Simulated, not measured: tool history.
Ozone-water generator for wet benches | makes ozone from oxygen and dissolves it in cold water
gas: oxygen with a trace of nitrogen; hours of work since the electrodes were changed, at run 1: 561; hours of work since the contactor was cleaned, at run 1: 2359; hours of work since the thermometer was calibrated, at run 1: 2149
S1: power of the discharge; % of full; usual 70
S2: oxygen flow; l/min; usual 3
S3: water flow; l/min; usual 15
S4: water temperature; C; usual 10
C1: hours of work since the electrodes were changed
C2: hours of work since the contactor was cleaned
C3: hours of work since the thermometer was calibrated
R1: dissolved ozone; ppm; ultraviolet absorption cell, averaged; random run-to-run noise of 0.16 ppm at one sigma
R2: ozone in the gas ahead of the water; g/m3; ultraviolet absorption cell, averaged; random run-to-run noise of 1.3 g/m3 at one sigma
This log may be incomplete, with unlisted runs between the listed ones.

run   hour  S1    S2  S3  S4   C1    C2    C3    R1     R2
  1      0  70     3  15  10  561  2359  2149  19.1  243.5
  2   34.9  70  3.25  15  10  588  2386  2176  19.3    231
  3   61.1  70  3.25  15  10  609  2406  2196  18.9  234.5
  4  108.5  70  3.25  15  10  645  2443  2233  18.9  231.2
  5  144.5  70  3.25  15  10  673  2471  2261    19  233.6
  6  171.3  70  3.25  15   8  694  2491  2282  19.3  232.9
  7  203.1  40     3  15  16  719  2516  2306  11.5  159.6
  8  228.1  70     3  15   6  738  2535  2326  19.7  243.6
  9  275.6  70     3  15   6  775  2572  2362  19.5  242.8
 10  315.9  70     3  15   6  806  2603  2394  19.5    244

Expected results for the next run?
 11  350.7  69   3  10   6  833  2630  2421   ?   ?

{"run 11": {"R1": 28, "R2": 240.3}}
Minus the tool's unlogged condition, the same run would have read R1 29.3 ppm, R2 244.3 g/m3.

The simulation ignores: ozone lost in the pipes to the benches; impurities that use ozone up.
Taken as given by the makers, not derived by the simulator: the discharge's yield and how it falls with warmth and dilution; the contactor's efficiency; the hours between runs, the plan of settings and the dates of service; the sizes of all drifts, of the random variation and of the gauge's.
